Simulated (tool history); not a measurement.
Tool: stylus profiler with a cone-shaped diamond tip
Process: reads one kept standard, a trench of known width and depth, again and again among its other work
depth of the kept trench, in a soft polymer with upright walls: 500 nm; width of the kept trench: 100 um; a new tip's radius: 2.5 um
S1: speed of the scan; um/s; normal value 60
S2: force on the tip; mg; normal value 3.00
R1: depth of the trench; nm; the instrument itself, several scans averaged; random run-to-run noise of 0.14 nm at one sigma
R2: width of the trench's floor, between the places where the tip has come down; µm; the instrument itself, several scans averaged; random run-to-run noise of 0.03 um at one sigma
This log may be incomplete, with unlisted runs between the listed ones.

{"run": 1, "day": 0.0, "S1": 60, "S2": 3.0, "R1": 506.03, "R2": 96.64}
{"run": 2, "day": 1.421, "S1": 29, "S2": 3.0, "R1": 506.21, "R2": 96.85}
{"run": 3, "day": 2.779, "S1": 75, "S2": 3.0, "R1": 506.17, "R2": 96.51}
{"run": 4, "day": 3.467, "S1": 60, "S2": 1.33, "R1": 503.93, "R2": 96.39}
{"run": 5, "day": 4.908, "S1": 60, "S2": 1.33, "R1": 503.8, "R2": 96.43}
{"run": 6, "day": 6.133, "S1": 80, "S2": 1.83, "R1": 504.72, "R2": 96.28}
{"run": 7, "day": 7.671, "S1": 158, "S2": 7.31, "R1": 511.2, "R2": 96.2}
{"run": 8, "day": 8.925, "S1": 38, "S2": 6.55, "R1": 510.33, "R2": 96.6}
{"run": 9, "day": 9.579, "S1": 46, "S2": 2.52, "R1": 505.72, "R2": 96.45}
{"run": 10, "day": 10.583, "S1": 69, "S2": 2.85, "R1": 506.31, "R2": 96.31}

3 ways to go on from here, each from the tool as it stands after run 10. What would each give?
{"run": "A", "day": 11.779, "S1": 77, "S2": 2.85, "R1": "?", "R2": "?"}
{"run": "B", "day": 11.779, "S1": 19, "S2": 6.61, "R1": "?", "R2": "?"}
{"run": "C", "day": 11.779, "S1": 107, "S2": 8.84, "R1": "?", "R2": "?"}

run=A R1=506.49 R2=96.23
run=B R1=510.63 R2=96.58
run=C R1=512.75 R2=96.35
The same runs, with their run-to-run variation unchanged, on a tool lacking any hidden condition would have given:
run=A R1=505.70 R2=96.57
run=B R1=509.84 R2=96.92
run=C R1=511.95 R2=96.69
